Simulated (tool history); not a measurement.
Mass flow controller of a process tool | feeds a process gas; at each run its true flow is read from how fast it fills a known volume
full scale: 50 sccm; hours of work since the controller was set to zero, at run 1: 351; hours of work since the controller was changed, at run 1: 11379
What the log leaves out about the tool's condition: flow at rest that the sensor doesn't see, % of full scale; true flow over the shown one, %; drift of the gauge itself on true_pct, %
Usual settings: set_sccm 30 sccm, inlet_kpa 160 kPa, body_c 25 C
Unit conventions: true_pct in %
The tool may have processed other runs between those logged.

run,hour,set_sccm,inlet_kpa,body_c,hours of work since the controller was set to zero,hours of work since the controller was changed,true_pct
1,0.0,30,160,25,351,11379,97.44
2,257.3,30,160,29,549,11577,97.19
3,613.4,30,160,25,823,11851,97.42
# hour 858.9: controller exchanged for a calibrated one
4,1184.9,30,160,25,251,251,100.38
5,1718.6,30,160,25,662,662,100.24
6,2157.0,30,160,25,999,999,100.22
7,2556.8,9,156,25,1307,1307,100.97
8,2986.7,9,156,25,1638,1638,101.32
9,3357.8,9,198,27,1923,1923,100.99
10,3876.8,9,250,20,2322,2322,101.19
11,4323.6,9,250,20,2666,2666,101.46

Difference, measured minus no-hidden-state, one row per run. Run-to-run variation is common to both terms; the gauge's own scatter need not be:
run,true_pct
1,-2.70
2,-2.71
3,-2.69
4,+0.14
5,+0.15
6,+0.15
7,+0.95
8,+1.17
9,+1.36
10,+1.60
11,+1.82
